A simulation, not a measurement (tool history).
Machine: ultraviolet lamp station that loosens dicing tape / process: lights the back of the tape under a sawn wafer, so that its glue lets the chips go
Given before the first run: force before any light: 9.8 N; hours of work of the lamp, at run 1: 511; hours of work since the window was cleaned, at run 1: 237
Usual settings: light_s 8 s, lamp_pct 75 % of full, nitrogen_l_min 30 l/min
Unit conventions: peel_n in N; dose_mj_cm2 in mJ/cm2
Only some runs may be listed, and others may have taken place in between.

run   hour  light_s  lamp_pct  nitrogen_l_min  hours of work of the lamp  hours of work since the window was cleaned  peel_n  dose_mj_cm2
  1      0        8        75              30                        511                                         237    1.27          251
  2   30.9        8        75              30                        524                                         250   1.244          251
  3   44.7        8        75              30                        530                                         256    1.27          253
  4   73.5        8        85              30                        542                                         268   1.039          287
  5  100.3        8        75              30                        553                                         279   1.301          244
  6  118.1       11        75              30                        560                                         287   0.685          335
  7  137.2        8        75              30                        569                                         295   1.311          245
  8  169.2       12        75              30                        582                                         308    0.58          364
  9  195.6       12        75              30                        593                                         319   0.573          366
 10    224       12        75              30                        605                                         331   0.576          363
 11  242.7       12        75              30                        613                                         339   0.583          364
 12  274.6       12        75              30                        626                                         352   0.582          352
 13  303.7       12        75              30                        639                                         365     0.6          359
 14  324.2       12        89              30                        647                                         373   0.402          422
 15  354.5       12        89              30                        660                                         386   0.427          419
 16  382.8       12        89              30                        672                                         398    0.39          415
 17  404.6       12        89              30                        681                                         407    0.43          419
 18  418.1       12        89              30                        687                                         413   0.416          418
 19  437.4       12        89              30                        695                                         421   0.432          412
 20  465.2       12        89              30                        707                                         433   0.408          411
 21  493.6        8        99              25                        718                                         445   0.978          306
 22  522.9        4        82              12                        731                                         457   4.506          124
 23    541        6        75              32                        738                                         465   2.358          172
 24  571.9        6        69              54                        751                                         478   2.195          154
 25  588.7        6        69              54                        758                                         485    2.16          156
 26  610.9        6        69              54                        768                                         494   2.102          159
 27  631.9        5        79              18                        777                                         503   3.534          150
 28  653.5        8        75              37                        786                                         512   1.462          229
 29    684        8        75              37                        799                                         525   1.436          223
 30    711        8        75              19                        810                                         536   2.103          221
 31  724.1        8        75              19                        815                                         542   2.071          220
 32  740.8        9        75              30                        822                                         549   1.321          243
 33  754.4       10        61              56                        828                                         554   1.185          222
 34  786.2        5        63              19                        842                                         568   4.257          110
 35  800.8        5        63              19                        848                                         574   4.313          113

Run by run, hidden condition taken away, random variation retained:
Hidden conditions of the tool in this case: lamp's light, % of a new lamp's; light that the window lets through, % of a clean one's; drift of the gauge itself on peel_n, %; drift of the gauge itself on dose_mj_cm2, %.
run  peel_n  dose_mj_cm2
  1   0.921          295
  2   0.897          296
  3   0.907          298
  4   0.714          340
  5   0.912          291
  6   0.447          402
  7   0.908          295
  8   0.373          440
  9   0.359          444
 10   0.357          443
 11   0.356          445
 12   0.355          434
 13   0.356          445
 14   0.247          525
 15   0.255          525
 16   0.233          523
 17   0.251          528
 18   0.243          529
 19   0.249          524
 20    0.23          525
 21   0.561          392
 22   3.625          160
 23   1.578          222
 24   1.428          202
 25     1.4          204
 26   1.352          208
 27   2.569          197
 28   0.834          301
 29   0.807          296
 30   1.279          295
 31   1.257          294
 32    0.71          328
 33   0.617          299
 34   3.201          151
 35   3.232          154

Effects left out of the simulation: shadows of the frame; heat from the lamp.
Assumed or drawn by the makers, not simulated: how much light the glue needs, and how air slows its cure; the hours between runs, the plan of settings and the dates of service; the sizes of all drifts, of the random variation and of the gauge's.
